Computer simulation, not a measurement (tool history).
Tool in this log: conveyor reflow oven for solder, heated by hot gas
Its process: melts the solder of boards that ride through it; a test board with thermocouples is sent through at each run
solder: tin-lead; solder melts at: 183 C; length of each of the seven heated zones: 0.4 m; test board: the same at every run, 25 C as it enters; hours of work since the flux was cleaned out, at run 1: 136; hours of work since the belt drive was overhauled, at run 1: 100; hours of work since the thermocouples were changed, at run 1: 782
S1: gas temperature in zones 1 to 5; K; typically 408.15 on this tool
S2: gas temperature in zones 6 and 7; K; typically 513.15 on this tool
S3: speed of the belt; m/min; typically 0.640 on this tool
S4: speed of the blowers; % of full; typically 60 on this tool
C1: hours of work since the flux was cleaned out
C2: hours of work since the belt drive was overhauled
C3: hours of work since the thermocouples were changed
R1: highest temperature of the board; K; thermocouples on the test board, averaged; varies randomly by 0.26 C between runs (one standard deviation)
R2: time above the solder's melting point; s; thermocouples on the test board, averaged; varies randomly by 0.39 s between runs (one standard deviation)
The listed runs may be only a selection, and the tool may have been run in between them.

run   hour      S1      S2     S3  S4   C1   C2   C3      R1    R2
  1    0.0  408.15  513.15  0.640  60  136  100  782  494.75  58.3
  2    4.2  408.15  513.15  0.612  60  138  102  784  496.45  62.2
  3    8.0  408.15  513.15  0.640  60  140  104  786  494.85  58.4
  4   17.1  408.15  504.15  0.640  60  145  108  790  486.85  51.8
  5   26.0  408.15  504.15  0.640  60  149  112  795  487.35  52.6
  6   34.6  408.15  504.15  0.640  60  153  117  799  486.85  51.9
      46.0  -- flux residue cleaned out of gas plates and filters
  7   47.3  413.15  513.15  0.640  60    1  120  803  495.85  61.3
  8   55.3  408.15  513.15  0.640  60    5  124  806  494.95  58.2
  9   61.9  408.15  513.15  0.640  60    8  127  810  494.55  58.0
 10   69.0  408.15  513.15  0.640  60   11  131  813  495.15  58.3
 11   74.8  408.15  513.15  0.640  60   14  134  816  494.45  58.1
 12   80.2  408.15  513.15  0.640  60   17  136  819  494.75  58.2
 13   88.8  408.15  511.15  0.640  60   21  141  823  493.05  57.2
 14   97.7  408.15  511.15  0.640  60   25  145  827  493.15  57.1
 15  105.0  408.15  513.15  0.640  60   29  149  831  494.75  58.3
 16  112.7  420.15  513.15  0.640  81   33  152  834  500.95  65.9
 17  119.7  420.15  513.15  0.640  62   36  156  838  497.65  63.9
 18  124.1  403.15  522.15  0.640  56   38  158  840  501.35  60.1
 19  133.0  403.15  507.15  0.760  56   43  162  844  480.85  36.5
 20  137.6  403.15  507.15  0.760  56   45  164  847  480.75  36.1
 21  146.8  408.15  522.15  0.658  60   49  169  851  501.55  61.7
 22  155.6  408.15  503.15  0.690  50   54  173  855  480.75  41.6
 23  160.9  403.15  501.15  0.558  57   56  176  858  487.05  58.8
 24  165.3  421.15  520.15  0.602  65   58  178  860  506.05  74.8
 25  173.5  411.15  520.15  0.602  65   62  182  864  504.75  70.0
 26  181.5  411.15  520.15  0.602  65   66  186  868  505.25  69.4
 27  189.0  411.15  520.15  0.602  65   70  190  872  504.45  69.6
 28  194.9  411.15  526.15  0.720  73   73  192  875  505.25  58.0
 29  203.7  411.15  521.15  0.720  80   77  197  879  502.15  56.9
 30  208.9  411.15  521.15  0.720  80   80  199  881  502.05  56.9

Across each entry between runs, compare the hidden state at the last listed run before it with the hidden state at the first listed run after it:
In the gap between runs 6 and 7: flux residue cleaned out of gas plates and filters (hour 46.0)
  heat that the gas passes to the board, % of a clean oven's: 99.7 -> 100

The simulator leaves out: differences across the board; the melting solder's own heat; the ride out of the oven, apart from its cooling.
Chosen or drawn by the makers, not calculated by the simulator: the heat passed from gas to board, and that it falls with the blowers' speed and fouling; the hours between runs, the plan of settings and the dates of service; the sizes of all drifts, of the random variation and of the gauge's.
